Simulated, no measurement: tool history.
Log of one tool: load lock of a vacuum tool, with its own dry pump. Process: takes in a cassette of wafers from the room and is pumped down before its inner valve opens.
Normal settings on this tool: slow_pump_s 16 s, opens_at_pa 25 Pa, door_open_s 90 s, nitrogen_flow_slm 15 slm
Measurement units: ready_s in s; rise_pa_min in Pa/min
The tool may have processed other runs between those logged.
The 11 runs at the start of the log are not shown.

| run | hour | slow_pump_s | opens_at_pa | door_open_s | nitrogen_flow_slm | hours that the pump has run since its overhaul | times that the door has closed on its seal | incoming humidity of the room's air, % | ready_s | rise_pa_min |
|---|---|---|---|---|---|---|---|---|---|---|
| 12 | 742.1 | 16 | 25 | 37 | 8 | 1555 | 4438 | 43.9 | 27.5 | 0.077 |
| 13 | 842.5 | 16 | 25 | 37 | 8 | 1655 | 4604 | 44.6 | 26.8 | 0.075 |
| 14 | 901.0 | 16 | 25 | 37 | 8 | 1714 | 4701 | 44.6 | 26.9 | 0.079 |
| 15 | 969.2 | 16 | 25 | 37 | 8 | 1782 | 4813 | 47.3 | 26.8 | 0.076 |
| 16 | 1024.9 | 16 | 25 | 90 | 15 | 1838 | 4905 | 45.3 | 26.9 | 0.098 |
| 17 | 1115.5 | 16 | 48 | 90 | 15 | 1928 | 5055 | 49.2 | 25.6 | 0.113 |
| 18 | 1184.9 | 16 | 48 | 90 | 15 | 1998 | 5170 | 44.7 | 25.2 | 0.110 |
| 19 | 1274.1 | 16 | 33 | 90 | 15 | 2087 | 5317 | 45.0 | 26.5 | 0.108 |
| 20 | 1372.3 | 13 | 25 | 42 | 15 | 2185 | 5479 | 47.4 | 24.4 | 0.075 |
| 21 | 1421.3 | 13 | 25 | 42 | 15 | 2234 | 5560 | 45.8 | 24.2 | 0.071 |
| 22 | 1488.5 | 11 | 25 | 90 | 15 | 2301 | 5671 | 42.7 | 23.0 | 0.095 |
| 23 | 1546.5 | 9 | 25 | 90 | 43 | 2359 | 5767 | 45.1 | 20.8 | 0.071 |
| 24 | 1624.3 | 9 | 25 | 97 | 32 | 2437 | 5895 | 41.2 | 21.4 | 0.080 |
| 25 | 1717.9 | 9 | 25 | 97 | 32 | 2531 | 6050 | 48.9 | 20.3 | 0.094 |

What will run 26 give?
| 26 | 1791.7 | 26 | 25 | 116 | 13 | 2604 | 6171 | 43.7 | ? | ? |

{"run 26": {"ready_s": 35.0, "rise_pa_min": 0.128}}
With no hidden state in the tool, this same run would have given ready_s 34.6 s, rise_pa_min 0.121 Pa/min.
